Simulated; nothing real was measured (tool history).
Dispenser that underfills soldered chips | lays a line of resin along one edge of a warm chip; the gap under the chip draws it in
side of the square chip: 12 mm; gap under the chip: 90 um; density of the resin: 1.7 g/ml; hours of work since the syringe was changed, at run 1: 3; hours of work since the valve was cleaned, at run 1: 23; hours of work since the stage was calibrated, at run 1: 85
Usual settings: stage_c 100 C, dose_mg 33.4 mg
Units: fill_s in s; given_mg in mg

run   hour  stage_c  dose_mg  hours of work since the syringe was changed  hours of work since the valve was cleaned  hours of work since the stage was calibrated  fill_s  given_mg
  1      0      100     33.4                                            3                                         23                                            85    50.9     33.14
       3.2  -- new syringe of resin
  2    5.8      100     31.8                                            2                                         27                                            89    49.6     31.55
      11.3  -- new syringe of resin
  3   14.2      100     31.8                                            2                                         33                                            95    50.9     31.38
      19.8  -- new syringe of resin
  4   24.2      100     33.4                                            3                                         40                                           102    51.4     32.96
      27.4  -- new syringe of resin
        35  -- new syringe of resin
  5     36      100     33.3                                            1                                         48                                           110    48.9     32.72
      43.1  -- new syringe of resin
  6   43.5      100     33.3                                            0                                         53                                           115    47.3     32.75
      50.8  -- new syringe of resin
  7   52.2      100     33.3                                            1                                         59                                           121    48.6     32.75
      58.8  -- new syringe of resin
  8   59.3      100     33.4                                            0                                         64                                           126    45.8     32.66
      66.8  -- new syringe of resin
  9   69.6      100     40.1                                            2                                         71                                           133    48.2     39.39
      74.5  -- new syringe of resin
 10   77.1      100     40.1                                            2                                         76                                           138    49.1     39.21
      82.4  -- new syringe of resin
 11   87.3      100     33.4                                            4                                         83                                           145    52.6     32.16
      90.3  -- new syringe of resin
 12   95.7      100     33.4                                            4                                         89                                           151      51     32.14
      98.7  -- new syringe of resin
     106.8  -- new syringe of resin
 13  107.1      100     33.4                                            0                                         97                                           159    46.3     32.33
 14    114      100     33.4                                            5                                        102                                           164    55.1     32.23
     114.9  -- new syringe of resin
     123.5  -- new syringe of resin
 15  124.9      100     33.4                                            1                                        109                                           171    47.4     31.97
 16  129.5      100     33.4                                            4                                        113                                           174    52.7     32.16
     131.5  -- new syringe of resin
 17  135.5      100     33.4                                            3                                        117                                           179    50.7     31.89

The next listed run, before its measurement:
     139.6  -- new syringe of resin
 18  144.3       98     35.2                                            3                                        123                                           185       ?         ?

Run 18 gave fill_s 55.7 s, given_mg 33.88 mg.
Without the tool's hidden state the same run would have given fill_s 50.1 s, given_mg 35.33 mg.
